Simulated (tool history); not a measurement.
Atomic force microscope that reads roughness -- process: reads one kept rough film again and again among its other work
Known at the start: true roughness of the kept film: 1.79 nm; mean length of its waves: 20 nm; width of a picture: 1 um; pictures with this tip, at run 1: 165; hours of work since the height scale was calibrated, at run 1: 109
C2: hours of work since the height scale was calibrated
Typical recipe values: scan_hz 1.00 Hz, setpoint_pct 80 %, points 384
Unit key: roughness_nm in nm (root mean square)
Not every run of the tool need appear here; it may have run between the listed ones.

run 1 hour=0.0 | scan_hz=1.00 setpoint_pct=80 points=384 | pictures_with_this_tip=165 C2=109 | roughness_nm=1.286
-- hour=14.0 new tip fitted
run 2 hour=15.9 | scan_hz=1.00 setpoint_pct=80 points=384 | pictures_with_this_tip=2 C2=115 | roughness_nm=1.438
run 3 hour=24.8 | scan_hz=1.59 setpoint_pct=80 points=384 | pictures_with_this_tip=15 C2=119 | roughness_nm=1.364
run 4 hour=40.3 | scan_hz=1.00 setpoint_pct=80 points=384 | pictures_with_this_tip=37 C2=126 | roughness_nm=1.394
run 5 hour=54.1 | scan_hz=1.00 setpoint_pct=80 points=384 | pictures_with_this_tip=57 C2=132 | roughness_nm=1.377
run 6 hour=68.5 | scan_hz=1.00 setpoint_pct=80 points=384 | pictures_with_this_tip=78 C2=139 | roughness_nm=1.362
run 7 hour=77.5 | scan_hz=1.00 setpoint_pct=80 points=977 | pictures_with_this_tip=91 C2=143 | roughness_nm=1.360
run 8 hour=92.7 | scan_hz=1.04 setpoint_pct=80 points=977 | pictures_with_this_tip=113 C2=149 | roughness_nm=1.334
run 9 hour=99.0 | scan_hz=1.00 setpoint_pct=80 points=302 | pictures_with_this_tip=122 C2=152 | roughness_nm=1.313
run 10 hour=111.9 | scan_hz=1.00 setpoint_pct=80 points=384 | pictures_with_this_tip=140 C2=158 | roughness_nm=1.310
run 11 hour=119.4 | scan_hz=1.00 setpoint_pct=80 points=384 | pictures_with_this_tip=151 C2=161 | roughness_nm=1.302
run 12 hour=126.5 | scan_hz=1.00 setpoint_pct=80 points=384 | pictures_with_this_tip=161 C2=164 | roughness_nm=1.295
run 13 hour=139.8 | scan_hz=1.10 setpoint_pct=80 points=384 | pictures_with_this_tip=180 C2=170 | roughness_nm=1.273
-- hour=143.9 new tip fitted
run 14 hour=154.0 | scan_hz=1.70 setpoint_pct=80 points=384 | pictures_with_this_tip=15 C2=176 | roughness_nm=1.373
run 15 hour=161.5 | scan_hz=1.00 setpoint_pct=80 points=384 | pictures_with_this_tip=26 C2=179 | roughness_nm=1.429
run 16 hour=169.1 | scan_hz=1.00 setpoint_pct=80 points=384 | pictures_with_this_tip=37 C2=183 | roughness_nm=1.409
run 17 hour=175.6 | scan_hz=1.00 setpoint_pct=82 points=384 | pictures_with_this_tip=46 C2=186 | roughness_nm=1.391
run 18 hour=184.2 | scan_hz=1.00 setpoint_pct=59 points=384 | pictures_with_this_tip=58 C2=189 | roughness_nm=1.465
run 19 hour=198.7 | scan_hz=1.00 setpoint_pct=59 points=384 | pictures_with_this_tip=79 C2=196 | roughness_nm=1.435
run 20 hour=213.5 | scan_hz=1.48 setpoint_pct=80 points=384 | pictures_with_this_tip=100 C2=202 | roughness_nm=1.302
run 21 hour=226.1 | scan_hz=1.48 setpoint_pct=80 points=384 | pictures_with_this_tip=118 C2=208 | roughness_nm=1.275
run 22 hour=237.4 | scan_hz=1.00 setpoint_pct=56 points=384 | pictures_with_this_tip=135 C2=213 | roughness_nm=1.398
run 23 hour=250.0 | scan_hz=1.00 setpoint_pct=56 points=384 | pictures_with_this_tip=153 C2=218 | roughness_nm=1.389
run 24 hour=256.9 | scan_hz=1.00 setpoint_pct=56 points=384 | pictures_with_this_tip=162 C2=221 | roughness_nm=1.368
run 25 hour=264.9 | scan_hz=1.00 setpoint_pct=80 points=384 | pictures_with_this_tip=174 C2=225 | roughness_nm=1.278
-- hour=272.6 new tip fitted
run 26 hour=277.6 | scan_hz=3.55 setpoint_pct=76 points=1013 | pictures_with_this_tip=7 C2=230 | roughness_nm=1.275
run 27 hour=283.9 | scan_hz=3.32 setpoint_pct=66 points=517 | pictures_with_this_tip=16 C2=233 | roughness_nm=1.378
run 28 hour=298.7 | scan_hz=2.95 setpoint_pct=90 points=257 | pictures_with_this_tip=38 C2=240 | roughness_nm=1.080
run 29 hour=307.8 | scan_hz=1.00 setpoint_pct=80 points=888 | pictures_with_this_tip=51 C2=244 | roughness_nm=1.411
-- hour=309.6 height scale calibrated on a step standard
run 30 hour=320.0 | scan_hz=1.00 setpoint_pct=80 points=888 | pictures_with_this_tip=67 C2=5 | roughness_nm=1.397
run 31 hour=333.1 | scan_hz=1.00 setpoint_pct=61 points=516 | pictures_with_this_tip=86 C2=10 | roughness_nm=1.442
run 32 hour=340.7 | scan_hz=1.76 setpoint_pct=69 points=365 | pictures_with_this_tip=96 C2=14 | roughness_nm=1.357
run 33 hour=350.8 | scan_hz=1.76 setpoint_pct=69 points=365 | pictures_with_this_tip=111 C2=18 | roughness_nm=1.348
run 34 hour=359.2 | scan_hz=2.52 setpoint_pct=69 points=400 | pictures_with_this_tip=123 C2=22 | roughness_nm=1.290
run 35 hour=366.0 | scan_hz=1.05 setpoint_pct=71 points=599 | pictures_with_this_tip=133 C2=25 | roughness_nm=1.371
-- hour=368.4 height scale calibrated on a step standard, once more
run 36 hour=374.9 | scan_hz=1.05 setpoint_pct=71 points=599 | pictures_with_this_tip=144 C2=3 | roughness_nm=1.363
run 37 hour=388.5 | scan_hz=1.05 setpoint_pct=71 points=599 | pictures_with_this_tip=164 C2=9 | roughness_nm=1.333
run 38 hour=399.7 | scan_hz=1.05 setpoint_pct=71 points=599 | pictures_with_this_tip=180 C2=14 | roughness_nm=1.309
-- hour=402.9 new tip fitted
run 39 hour=412.8 | scan_hz=3.61 setpoint_pct=71 points=481 | pictures_with_this_tip=14 C2=19 | roughness_nm=1.305
run 40 hour=421.3 | scan_hz=3.61 setpoint_pct=71 points=481 | pictures_with_this_tip=26 C2=23 | roughness_nm=1.285
run 41 hour=430.1 | scan_hz=0.60 setpoint_pct=72 points=295 | pictures_with_this_tip=39 C2=27 | roughness_nm=1.437
run 42 hour=441.6 | scan_hz=2.68 setpoint_pct=64 points=351 | pictures_with_this_tip=55 C2=32 | roughness_nm=1.373
run 43 hour=450.3 | scan_hz=1.00 setpoint_pct=66 points=591 | pictures_with_this_tip=68 C2=36 | roughness_nm=1.435
run 44 hour=462.6 | scan_hz=1.89 setpoint_pct=88 points=971 | pictures_with_this_tip=85 C2=41 | roughness_nm=1.213
run 45 hour=470.7 | scan_hz=1.03 setpoint_pct=67 points=498 | pictures_with_this_tip=97 C2=45 | roughness_nm=1.412
run 46 hour=480.4 | scan_hz=1.03 setpoint_pct=67 points=498 | pictures_with_this_tip=111 C2=49 | roughness_nm=1.385
run 47 hour=495.4 | scan_hz=0.72 setpoint_pct=74 points=384 | pictures_with_this_tip=132 C2=56 | roughness_nm=1.347
run 48 hour=510.1 | scan_hz=0.72 setpoint_pct=74 points=384 | pictures_with_this_tip=153 C2=62 | roughness_nm=1.333
run 49 hour=524.6 | scan_hz=1.36 setpoint_pct=83 points=304 | pictures_with_this_tip=174 C2=69 | roughness_nm=1.203
-- hour=531.7 new tip fitted
run 50 hour=535.1 | scan_hz=3.30 setpoint_pct=65 points=384 | pictures_with_this_tip=5 C2=73 | roughness_nm=1.402

Alternative continuations, all from the tool just after run 50; predict every row:
run A hour=550.1 | scan_hz=3.30 setpoint_pct=65 points=812 | pictures_with_this_tip=26 C2=80 | roughness_nm=?
run B hour=550.1 | scan_hz=2.18 setpoint_pct=80 points=384 | pictures_with_this_tip=26 C2=80 | roughness_nm=?
run C hour=550.1 | scan_hz=0.74 setpoint_pct=72 points=504 | pictures_with_this_tip=26 C2=80 | roughness_nm=?
run D hour=550.1 | scan_hz=1.00 setpoint_pct=59 points=384 | pictures_with_this_tip=26 C2=80 | roughness_nm=?

run=A roughness_nm=1.401
run=B roughness_nm=1.313
run=C roughness_nm=1.488
run=D roughness_nm=1.493
What these runs would have given with no unlogged condition in the tool:
run=A roughness_nm=1.427
run=B roughness_nm=1.338
run=C roughness_nm=1.515
run=D roughness_nm=1.521
